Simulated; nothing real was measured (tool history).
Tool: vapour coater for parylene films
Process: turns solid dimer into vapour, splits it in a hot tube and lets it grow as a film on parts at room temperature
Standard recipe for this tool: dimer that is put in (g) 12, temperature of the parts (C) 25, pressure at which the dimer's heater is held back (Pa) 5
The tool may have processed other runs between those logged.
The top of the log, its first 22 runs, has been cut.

run,day,dimer that is put in (g),temperature of the parts (C),pressure at which the dimer's heater is held back (Pa),thickness of the film (µm)
23,31.012,6,34,2.09,1.78
24,32.775,20,22,7.3,7.26
25,34.433,12,25,7.6,3.84
# day 34.842: trap's valve overhauled, once more
26,36.417,15,24,7.6,5.55
27,37.842,15,24,7.6,5.55
28,39.483,15,24,7.6,5.45
29,41.175,5,19,2.5,2.84
30,42.333,5,19,2.5,2.84
31,44.242,5,19,2.5,2.86
32,45.696,16,25,5,6.15
33,47.125,16,25,5,6.12
34,48.054,12,25,3.05,5.2
35,49.538,9,25,2.46,3.94
36,50.471,17,25,4.86,6.56
37,51.962,14,27,2.29,5.85
38,53.654,6,18,3.24,3.28
39,54.546,6,23,4.75,2.51
40,55.808,6,23,4.75,2.45
41,57.642,10,25,5,3.71
# day 58.588: table's thermometer calibrated
42,58.696,16,26,7.85,5.51
43,60.092,12,26,9.05,3.95

What if the next run were any one of these 5? Each begins from the tool's condition after run 43:
A,61.958,12,21,9.05,?
B,61.958,12,21,4.55,?
C,61.958,5,25,5,?
D,61.958,9,25,5,?
E,61.958,6,25,2.26,?

run,thickness of the film (µm)
A,4.79
B,5.54
C,1.95
D,3.49
E,2.78
Without the tool's hidden state the same runs would have given:
run,thickness of the film (µm)
A,5
B,5.79
C,2.03
D,3.65
E,2.91

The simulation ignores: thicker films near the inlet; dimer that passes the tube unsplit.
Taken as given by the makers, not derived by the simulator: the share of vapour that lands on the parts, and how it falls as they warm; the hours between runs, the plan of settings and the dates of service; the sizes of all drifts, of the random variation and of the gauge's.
